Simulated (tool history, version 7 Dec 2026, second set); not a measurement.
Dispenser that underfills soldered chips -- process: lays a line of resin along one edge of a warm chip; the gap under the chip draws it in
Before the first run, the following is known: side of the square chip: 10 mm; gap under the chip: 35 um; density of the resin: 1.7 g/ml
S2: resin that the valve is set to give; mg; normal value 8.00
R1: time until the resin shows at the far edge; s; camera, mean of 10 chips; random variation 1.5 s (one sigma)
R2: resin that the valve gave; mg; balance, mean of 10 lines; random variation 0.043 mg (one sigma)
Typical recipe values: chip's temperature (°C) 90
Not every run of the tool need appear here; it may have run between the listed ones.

{"run": 1, "hour": 0.0, "chip's temperature (°C)": 90, "S2": 8.0, "R1": 178.2, "R2": 7.95}
{"run": 2, "hour": 4.0, "chip's temperature (°C)": 90, "S2": 8.0, "R1": 200.6, "R2": 7.99}
{"run": 3, "hour": 9.0, "chip's temperature (°C)": 90, "S2": 8.0, "R1": 248.8, "R2": 7.96}
{"hour": 12.8, "done": "new syringe of resin"}
{"run": 4, "hour": 13.4, "chip's temperature (°C)": 90, "S2": 8.0, "R1": 152.7, "R2": 7.92}
{"run": 5, "hour": 20.1, "chip's temperature (°C)": 90, "S2": 8.0, "R1": 197.9, "R2": 7.93}
{"run": 6, "hour": 24.0, "chip's temperature (°C)": 90, "S2": 7.59, "R1": 234.0, "R2": 7.53}
{"run": 7, "hour": 28.2, "chip's temperature (°C)": 87, "S2": 9.61, "R1": 287.0, "R2": 9.48}
{"hour": 29.8, "done": "new syringe of resin"}
{"run": 8, "hour": 34.4, "chip's temperature (°C)": 87, "S2": 9.61, "R1": 192.8, "R2": 9.49}
{"run": 9, "hour": 41.9, "chip's temperature (°C)": 88, "S2": 8.26, "R1": 251.6, "R2": 8.1}
{"hour": 46.7, "done": "new syringe of resin"}
{"run": 10, "hour": 47.1, "chip's temperature (°C)": 96, "S2": 7.56, "R1": 126.9, "R2": 7.48}

Consider 4 possible next runs. They are alternatives, not a sequence: every one starts from the tool as it was left by run 10. What does each give?
{"run": "A", "hour": 50.3, "chip's temperature (°C)": 90, "S2": 10.08, "R1": "?", "R2": "?"}
{"run": "B", "hour": 50.3, "chip's temperature (°C)": 96, "S2": 7.12, "R1": "?", "R2": "?"}
{"run": "C", "hour": 50.3, "chip's temperature (°C)": 92, "S2": 8.17, "R1": "?", "R2": "?"}
{"run": "D", "hour": 50.3, "chip's temperature (°C)": 78, "S2": 8.7, "R1": "?", "R2": "?"}

run=A R1=169.2 R2=9.89
run=B R1=147.5 R2=6.98
run=C R1=160.3 R2=8.03
run=D R1=264.1 R2=8.51
What these runs would have given with no unlogged condition in the tool:
run=A R1=144.5 R2=10.05
run=B R1=125.4 R2=7.09
run=C R1=136.6 R2=8.16
run=D R1=225.1 R2=8.65
